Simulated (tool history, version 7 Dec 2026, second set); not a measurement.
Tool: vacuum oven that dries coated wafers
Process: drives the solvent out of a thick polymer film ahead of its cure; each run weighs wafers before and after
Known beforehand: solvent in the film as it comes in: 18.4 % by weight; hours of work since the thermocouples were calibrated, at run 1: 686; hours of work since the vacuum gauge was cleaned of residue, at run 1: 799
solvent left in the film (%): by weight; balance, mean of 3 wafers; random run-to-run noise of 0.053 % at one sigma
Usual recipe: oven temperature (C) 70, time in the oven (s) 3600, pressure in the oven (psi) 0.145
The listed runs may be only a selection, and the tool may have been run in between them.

run,hour,oven temperature (C),time in the oven (s),pressure in the oven (psi),hours of work since the thermocouples were calibrated,hours of work since the vacuum gauge was cleaned of residue,solvent left in the film (%)
1,0.0,70,3600,0.145,686,799,2.41
2,25.2,70,3600,0.145,702,816,2.53
3,44.6,70,4380,0.145,715,829,1.79
4,82.4,70,3600,0.145,740,854,2.58
5,101.9,70,3600,0.145,753,867,2.50
6,139.7,70,3600,0.145,778,892,2.52
7,179.5,70,3360,0.177,804,918,2.90
8,211.5,70,3360,0.177,825,939,2.94
9,238.5,70,3360,0.177,843,957,2.90
10,258.5,81,3540,0.102,856,970,0.40
11,297.6,67,6060,0.096,882,996,1.59
12,335.4,62,3540,0.096,907,1021,6.04

Forecast each of these 5 alternatives for the next run:
A,373.7,77,3540,0.096,932,1046,?
B,373.7,66,3600,0.145,932,1046,?
C,373.7,62,4260,0.122,932,1046,?
D,373.7,56,3540,0.245,932,1046,?
E,373.7,70,2940,0.368,932,1046,?

run,solvent left in the film (%)
A,0.92
B,4.31
C,5.10
D,9.45
E,4.03
What these runs would have given with no unlogged condition in the tool:
run,solvent left in the film (%)
A,0.55
B,3.25
C,3.95
D,8.30
E,3.08

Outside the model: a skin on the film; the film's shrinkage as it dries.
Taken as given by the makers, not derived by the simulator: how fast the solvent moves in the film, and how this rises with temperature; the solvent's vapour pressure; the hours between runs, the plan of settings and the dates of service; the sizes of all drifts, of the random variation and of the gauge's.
